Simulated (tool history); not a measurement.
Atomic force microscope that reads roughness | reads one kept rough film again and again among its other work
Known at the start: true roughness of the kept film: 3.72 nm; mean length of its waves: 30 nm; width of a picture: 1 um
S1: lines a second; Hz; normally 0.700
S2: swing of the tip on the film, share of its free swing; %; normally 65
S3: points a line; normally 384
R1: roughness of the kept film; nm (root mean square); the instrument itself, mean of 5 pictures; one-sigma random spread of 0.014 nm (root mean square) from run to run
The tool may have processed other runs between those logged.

run   hour     S1  S2   S3     R1
  1    0.0  0.700  65  384  2.630
  2   23.1  0.700  65  384  3.218
  3   36.3  0.700  79  384  3.056
  4   59.7  0.700  65  384  3.048
  5   73.5  0.700  65  384  3.021
  6   99.7  0.700  65  911  2.908
  7  123.0  0.700  65  911  2.865
  8  134.7  0.700  65  373  2.805
  9  159.6  0.700  65  764  2.728
 10  180.1  0.700  65  384  2.658
 11  204.8  0.700  85  384  3.114
 12  221.0  0.700  85  384  3.036
 13  233.9  0.700  85  384  2.976
 14  258.0  0.700  79  384  2.944
 15  274.6  0.700  79  384  2.886
 16  295.2  0.700  79  384  2.809
 17  310.9  1.308  60  402  2.837
 18  337.5  2.388  65  861  2.612
 19  356.9  1.691  55  461  2.712
 20  382.5  1.691  87  461  2.214
 21  394.0  2.084  63  375  2.488
 22  422.7  2.084  63  375  3.080
 23  436.2  3.291  61  384  2.938
 24  454.1  3.291  61  384  2.860
 25  470.5  3.329  82  384  2.280
 26  491.4  3.329  82  384  2.225
 27  512.0  0.956  67  392  2.819
 28  537.6  3.949  65  384  2.487
 29  560.0  2.780  70  384  2.414
 30  581.4  3.756  57  384  2.504
 31  594.8  3.756  57  384  2.447
 32  623.3  3.646  62  369  2.933

The log once held 4 entries between its listed runs, left out of this copy. Where does each go, and what is different about the tool's unlogged condition between the listed run before it and the listed run after it?
From run 1 to run 2: new tip fitted (hour 4.6)
  radius of the tip, nm: 22.1 -> 6.8; height scale over the true one, %: -0.31 -> -0.33
  measured result minus the result with no hidden state, R1: -0.691 -> -0.097 nm (root mean square)
From run 10 to run 11: new tip fitted (hour 204.8)
  radius of the tip, nm: 21.2 -> 5.3; height scale over the true one, %: -0.42 -> -0.44
  measured result minus the result with no hidden state, R1: -0.665 -> -0.027 nm (root mean square)
From run 21 to run 22: new tip fitted (hour 406.5)
  radius of the tip, nm: 22.6 -> 6.5; height scale over the true one, %: -0.55 -> -0.57
  measured result minus the result with no hidden state, R1: -0.677 -> -0.090 nm (root mean square)
From run 31 to run 32: new tip fitted (hour 607.5)
  radius of the tip, nm: 22.5 -> 6.7; height scale over the true one, %: -0.67 -> -0.69
  measured result minus the result with no hidden state, R1: -0.666 -> -0.095 nm (root mean square)
